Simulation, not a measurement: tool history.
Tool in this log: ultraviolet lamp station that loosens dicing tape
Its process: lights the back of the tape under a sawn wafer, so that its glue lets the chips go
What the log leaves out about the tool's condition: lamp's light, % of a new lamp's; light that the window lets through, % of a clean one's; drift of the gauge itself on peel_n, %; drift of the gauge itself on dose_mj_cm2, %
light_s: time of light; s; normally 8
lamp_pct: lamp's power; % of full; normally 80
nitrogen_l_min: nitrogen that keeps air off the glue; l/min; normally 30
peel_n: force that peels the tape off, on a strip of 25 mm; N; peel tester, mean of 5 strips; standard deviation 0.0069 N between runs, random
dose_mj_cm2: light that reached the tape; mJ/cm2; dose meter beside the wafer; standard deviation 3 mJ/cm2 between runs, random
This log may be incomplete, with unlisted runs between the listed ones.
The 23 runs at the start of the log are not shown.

run,hour,light_s,lamp_pct,nitrogen_l_min,hours of work of the lamp,hours of work since the window was cleaned,peel_n,dose_mj_cm2
24,1368.8,8,80,30,38,281,0.287,420
25,1405.6,8,97,30,56,300,0.188,497
26,1460.5,9,79,14,84,327,0.467,454
# hour 1476.5: window cleaned of glue's vapour
27,1500.2,8,60,19,104,12,0.802,319
28,1567.4,8,60,19,138,46,0.822,318
29,1632.0,8,60,19,171,79,0.854,316
30,1678.9,6,62,37,194,102,0.887,243
31,1718.9,6,62,37,214,123,0.857,242
32,1778.0,8,94,30,244,153,0.186,480
33,1824.7,9,90,30,268,176,0.158,513
34,1881.4,5,74,30,297,205,1.045,233
35,1960.6,5,82,9,337,245,2.010,261
36,2043.8,11,80,14,379,287,0.301,546
37,2078.8,11,72,11,397,305,0.516,493
# hour 2139.4: window cleaned of glue's vapour
38,2139.4,11,72,11,427,0,0.448,511
39,2199.7,5,99,23,457,30,0.725,312
40,2254.6,15,84,17,485,58,0.108,797
41,2321.6,12,80,13,519,92,0.255,599
42,2386.5,13,73,11,552,125,0.319,584
43,2422.7,6,72,49,570,143,0.579,265
44,2500.7,15,72,24,610,183,0.113,656

Predict each of these 3 candidate next runs independently; none follows another, all start after run 44:
A,2559.3,15,72,42,639,212,?,?
B,2559.3,15,94,20,639,212,?,?
C,2559.3,9,88,24,639,212,?,?

run,peel_n,dose_mj_cm2
A,0.099,658
B,0.092,854
C,0.230,485
With the hidden condition removed and each run's random variation left untouched, the same runs would have given:
run,peel_n,dose_mj_cm2
A,0.091,755
B,0.084,980
C,0.162,556
